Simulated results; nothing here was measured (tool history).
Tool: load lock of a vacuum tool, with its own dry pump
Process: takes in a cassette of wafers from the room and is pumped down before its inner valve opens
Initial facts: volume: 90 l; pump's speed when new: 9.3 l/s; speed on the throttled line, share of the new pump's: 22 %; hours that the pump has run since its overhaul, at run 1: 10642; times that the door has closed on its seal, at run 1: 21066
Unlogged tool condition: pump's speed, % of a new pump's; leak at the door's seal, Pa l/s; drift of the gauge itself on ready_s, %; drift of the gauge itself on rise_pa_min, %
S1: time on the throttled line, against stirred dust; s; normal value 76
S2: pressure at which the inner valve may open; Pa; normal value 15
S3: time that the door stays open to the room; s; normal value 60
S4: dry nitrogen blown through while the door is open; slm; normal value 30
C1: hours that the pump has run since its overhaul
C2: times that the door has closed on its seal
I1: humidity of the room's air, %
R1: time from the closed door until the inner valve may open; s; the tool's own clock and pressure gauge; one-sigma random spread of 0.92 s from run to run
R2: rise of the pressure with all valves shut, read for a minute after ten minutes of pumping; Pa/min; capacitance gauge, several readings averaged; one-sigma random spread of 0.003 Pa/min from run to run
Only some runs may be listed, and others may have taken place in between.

{"run": 1, "hour": 0.0, "S1": 76, "S2": 15, "S3": 60, "S4": 30, "C1": 10642, "C2": 21066, "I1": 44.2, "R1": 145.6, "R2": 0.02}
{"run": 2, "hour": 193.1, "S1": 76, "S2": 15, "S3": 60, "S4": 30, "C1": 10835, "C2": 21434, "I1": 44.3, "R1": 143.2, "R2": 0.023}
{"run": 3, "hour": 434.1, "S1": 76, "S2": 15, "S3": 60, "S4": 16, "C1": 11076, "C2": 21894, "I1": 48.3, "R1": 143.5, "R2": 0.033}
{"run": 4, "hour": 579.3, "S1": 76, "S2": 10, "S3": 60, "S4": 30, "C1": 11221, "C2": 22171, "I1": 44.6, "R1": 147.1, "R2": 0.022}
{"run": 5, "hour": 772.6, "S1": 76, "S2": 10, "S3": 60, "S4": 30, "C1": 11414, "C2": 22539, "I1": 48.8, "R1": 149, "R2": 0.025}
{"run": 6, "hour": 933.6, "S1": 76, "S2": 10, "S3": 60, "S4": 30, "C1": 11575, "C2": 22847, "I1": 45.5, "R1": 149.5, "R2": 0.022}
{"run": 7, "hour": 1126.1, "S1": 76, "S2": 10, "S3": 60, "S4": 30, "C1": 11768, "C2": 23214, "I1": 46.3, "R1": 147.1, "R2": 0.016}
{"run": 8, "hour": 1295.8, "S1": 76, "S2": 10, "S3": 60, "S4": 40, "C1": 11937, "C2": 23537, "I1": 41.7, "R1": 148.3, "R2": 0.019}
{"run": 9, "hour": 1554.7, "S1": 76, "S2": 15, "S3": 60, "S4": 30, "C1": 12196, "C2": 24031, "I1": 45.6, "R1": 144.7, "R2": 0.021}
{"run": 10, "hour": 1752.5, "S1": 76, "S2": 15, "S3": 60, "S4": 30, "C1": 12394, "C2": 24409, "I1": 47.5, "R1": 144.5, "R2": 0.03}
{"run": 11, "hour": 1898.0, "S1": 76, "S2": 23, "S3": 60, "S4": 8, "C1": 12540, "C2": 24686, "I1": 44.4, "R1": 141.1, "R2": 0.037}
{"run": 12, "hour": 2186.4, "S1": 76, "S2": 15, "S3": 41, "S4": 5, "C1": 12828, "C2": 25236, "I1": 44.3, "R1": 144.5, "R2": 0.036}
{"run": 13, "hour": 2337.4, "S1": 76, "S2": 18, "S3": 43, "S4": 5, "C1": 12979, "C2": 25524, "I1": 45.1, "R1": 143, "R2": 0.038}
{"run": 14, "hour": 2488.0, "S1": 76, "S2": 18, "S3": 43, "S4": 6, "C1": 13130, "C2": 25812, "I1": 46.6, "R1": 142.6, "R2": 0.039}
{"run": 15, "hour": 2710.8, "S1": 76, "S2": 11, "S3": 43, "S4": 36, "C1": 13352, "C2": 26237, "I1": 41.5, "R1": 148.3, "R2": 0.021}
{"run": 16, "hour": 2834.1, "S1": 76, "S2": 11, "S3": 43, "S4": 36, "C1": 13476, "C2": 26472, "I1": 42.7, "R1": 146.7, "R2": 0.02}
{"run": 17, "hour": 3045.5, "S1": 69, "S2": 15, "S3": 29, "S4": 17, "C1": 13687, "C2": 26875, "I1": 46.1, "R1": 138.7, "R2": 0.024}
{"run": 18, "hour": 3180.4, "S1": 123, "S2": 15, "S3": 26, "S4": 30, "C1": 13822, "C2": 27132, "I1": 42.5, "R1": 180.8, "R2": 0.014}
{"run": 19, "hour": 3382.9, "S1": 123, "S2": 15, "S3": 26, "S4": 30, "C1": 14025, "C2": 27519, "I1": 42.2, "R1": 182.5, "R2": 0.013}
{"run": 20, "hour": 3635.4, "S1": 123, "S2": 15, "S3": 26, "S4": 16, "C1": 14277, "C2": 28000, "I1": 41.4, "R1": 179.1, "R2": 0.017}

Branching from run 20: 3 alternative next runs. What would each branch give?
{"run": "A", "hour": 3878.0, "S1": 123, "S2": 15, "S3": 26, "S4": 6, "C1": 14520, "C2": 28463, "I1": 44.4, "R1": "?", "R2": "?"}
{"run": "B", "hour": 3878.0, "S1": 123, "S2": 18, "S3": 26, "S4": 16, "C1": 14520, "C2": 28463, "I1": 46.4, "R1": "?", "R2": "?"}
{"run": "C", "hour": 3878.0, "S1": 76, "S2": 15, "S3": 183, "S4": 30, "C1": 14520, "C2": 28463, "I1": 48.7, "R1": "?", "R2": "?"}

run=A R1=182.6 R2=0.034
run=B R1=177.9 R2=0.024
run=C R1=144.1 R2=0.033
What these runs would have given with no unlogged condition in the tool:
run=A R1=182.6 R2=0.032
run=B R1=177.9 R2=0.022
run=C R1=144.1 R2=0.031
